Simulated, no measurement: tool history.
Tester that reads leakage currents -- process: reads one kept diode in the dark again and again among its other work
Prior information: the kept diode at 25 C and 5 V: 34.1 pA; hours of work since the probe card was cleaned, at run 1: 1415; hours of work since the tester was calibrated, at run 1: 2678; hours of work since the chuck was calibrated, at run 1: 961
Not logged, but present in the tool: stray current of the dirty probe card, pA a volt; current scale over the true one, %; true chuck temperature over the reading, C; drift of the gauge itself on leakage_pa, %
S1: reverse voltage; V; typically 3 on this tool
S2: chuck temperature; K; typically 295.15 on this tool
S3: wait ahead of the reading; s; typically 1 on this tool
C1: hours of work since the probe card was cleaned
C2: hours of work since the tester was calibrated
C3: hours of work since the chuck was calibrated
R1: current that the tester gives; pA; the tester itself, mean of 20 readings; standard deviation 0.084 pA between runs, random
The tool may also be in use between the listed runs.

Run 1, hour 0: usual settings; C1 1415; C2 2678; C3 961. Result: R1 20.41 pA.
Run 2, hour 122.7: usual settings but S3 0.77 s; C1 1500; C2 2762; C3 1045. Result: R1 20.45 pA.
Run 3, hour 180.1: usual settings; C1 1539; C2 2802; C3 1084. Result: R1 20.06 pA.
Run 4, hour 252.5: usual settings; C1 1589; C2 2852; C3 1134. Result: R1 19.91 pA.
At hour 293.1: chuck's temperature calibrated.
Run 5, hour 334.5: usual settings; C1 1644; C2 2907; C3 28. Result: R1 23.23 pA.
Run 6, hour 464.6: usual settings but S1 1.93 V; C1 1734; C2 2996; C3 118. Result: R1 19.05 pA.
Run 7, hour 566.3: usual settings but S1 1.93 V; C1 1803; C2 3066; C3 188. Result: R1 18.83 pA.
Run 8, hour 631.1: usual settings; C1 1848; C2 3111; C3 232. Result: R1 22.68 pA.
Run 9, hour 756.9: usual settings; C1 1935; C2 3197; C3 319. Result: R1 22.65 pA.
Run 10, hour 878.6: usual settings; C1 2018; C2 3281; C3 403. Result: R1 22.55 pA.
Run 11, hour 981.9: usual settings; C1 2089; C2 3352; C3 474. Result: R1 22.24 pA.
Run 12, hour 1040.8: usual settings; C1 2130; C2 3393; C3 514. Result: R1 22.26 pA.
Run 13, hour 1140.7: usual settings; C1 2199; C2 3461; C3 583. Result: R1 22.1 pA.
At hour 1149.7: probe card cleaned and baked.
Run 14, hour 1213.5: usual settings; C1 44; C2 3509; C3 631. Result: R1 22.69 pA.
Run 15, hour 1293.6: usual settings but S1 4.34 V, S2 326.15 K, S3 2.35 s; C1 99; C2 3564; C3 686. Result: R1 294.23 pA.
Run 16, hour 1401.8: usual settings but S1 2.08 V, S3 4.03 s; C1 173; C2 3639; C3 760. Result: R1 18.18 pA.
Run 17, hour 1473.7: usual settings but S1 19.21 V, S2 300.15 K; C1 223; C2 3688; C3 810. Result: R1 82.05 pA.
Run 18, hour 1541.6: usual settings but S1 6.65 V, S2 304.15 K, S3 7.25 s; C1 270; C2 3735; C3 857. Result: R1 62.45 pA.
At hour 1569.7: probe card cleaned and baked, once more.
Run 19, hour 1635.8: usual settings but S1 9.14 V, S2 299.15 K, S3 0.68 s; C1 46; C2 3798; C3 919. Result: R1 45.06 pA.
Run 20, hour 1762.5: usual settings but S1 15.26 V, S2 315.15 K, S3 8.87 s; C1 133; C2 3885; C3 1006. Result: R1 192.08 pA.
Run 21, hour 1880.2: usual settings but S1 5.25 V, S2 310.15 K, S3 7.04 s; C1 214; C2 3966; C3 1087. Result: R1 84.09 pA.
Run 22, hour 1938.3: usual settings but S1 6.87 V, S2 303.15 K; C1 254; C2 4006; C3 1127. Result: R1 53.49 pA.
At hour 1985.2: chuck's temperature calibrated.
Run 23, hour 2043.5: usual settings but S1 4.92 V, S2 305.15 K, S3 0.65 s; C1 325; C2 4077; C3 40. Result: R1 65.08 pA.
Run 24, hour 2175.5: usual settings but S1 1.35 V, S2 293.15 K; C1 415; C2 4167; C3 131. Result: R1 13.4 pA.
Run 25, hour 2306.3: usual settings but S1 1.35 V, S2 321.15 K, S3 2.29 s; C1 505; C2 4257; C3 221. Result: R1 137.76 pA.
At hour 2330.9: tester calibrated.
Run 26, hour 2369.4: usual settings but S1 1.35 V, S2 321.15 K, S3 1.22 s; C1 547; C2 27; C3 263. Result: R1 139.62 pA.

Branching from run 26: 4 alternative next runs. What would each branch give?
Run A, hour 2487: usual settings but S1 2.56 V, S2 297.15 K, S3 1.14 s; C1 628; C2 107; C3 344. Result: R1 ?.
Run B, hour 2487: usual settings but S1 2.73 V; C1 628; C2 107; C3 344. Result: R1 ?.
Run C, hour 2487: usual settings but S1 16.95 V; C1 628; C2 107; C3 344. Result: R1 ?.
Run D, hour 2487: usual settings but S2 297.15 K; C1 628; C2 107; C3 344. Result: R1 ?.

run     R1
  A  24.58
  B  21.22
  C  48.89
  D  26.27
Without the tool's unlogged condition, the same runs would have read:
run     R1
  A  25.16
  B  21.64
  C  47.97
  D  26.85
